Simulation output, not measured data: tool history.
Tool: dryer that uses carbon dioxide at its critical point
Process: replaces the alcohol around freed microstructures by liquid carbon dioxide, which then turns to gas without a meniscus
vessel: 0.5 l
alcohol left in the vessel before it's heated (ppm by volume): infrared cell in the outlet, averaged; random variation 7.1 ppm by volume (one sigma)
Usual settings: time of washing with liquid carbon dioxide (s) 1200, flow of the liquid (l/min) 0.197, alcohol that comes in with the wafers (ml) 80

run,hour,time of washing with liquid carbon dioxide (s),flow of the liquid (l/min),alcohol that comes in with the wafers (ml),alcohol left in the vessel before it's heated (ppm by volume)
1,0,1200,0.197,80,414
2,10.1,1200,0.197,80,419
3,22.6,1200,0.197,72,394
4,30.9,1200,0.197,72,414
5,37.9,1200,0.197,72,420
6,46.3,1200,0.197,72,421
7,60.5,1200,0.212,72,287
8,72.7,1200,0.212,72,296
9,80.4,1200,0.197,80,531
10,88.5,1200,0.197,80,535
11,99.4,1200,0.197,80,556
12,115.8,1200,0.197,80,610
13,122.7,1200,0.197,80,615
14,134.2,1200,0.197,80,621
15,145.6,1200,0.197,80,646
16,154.9,1200,0.197,80,679
17,166.6,1200,0.197,80,701
18,173.2,1020,0.197,80,1634
19,182.2,1020,0.197,80,1584
20,197.6,780,0.119,22,5338
21,211.8,780,0.119,22,5453
# hour 218.9: inlet filter changed
22,219.5,780,0.119,22,3932
23,228.7,1200,0.253,22,60
24,237.5,1260,0.12,106,4214
25,250.4,1260,0.12,106,4491
26,262.1,1260,0.12,106,4557
27,270,1500,0.173,112,368
28,279.6,900,0.12,91,11885
29,287.7,900,0.12,91,12395
30,303.2,1200,0.179,80,819
31,315.9,1080,0.159,29,883
32,325.7,1200,0.136,37,1421
33,336.5,1200,0.136,37,1422

Forecast each of these 5 alternatives for the next run:
A,350.1,1080,0.162,106,?
B,350.1,1200,0.188,42,?
C,350.1,1200,0.222,30,?
D,350.1,1380,0.206,80,?
E,350.1,1800,0.243,37,?

run,alcohol left in the vessel before it's heated (ppm by volume)
A,3089
B,412
C,144
D,214
E,59
Without the tool's hidden state the same runs would have given:
run,alcohol left in the vessel before it's heated (ppm by volume)
A,2180
B,243
C,61
D,99
E,11
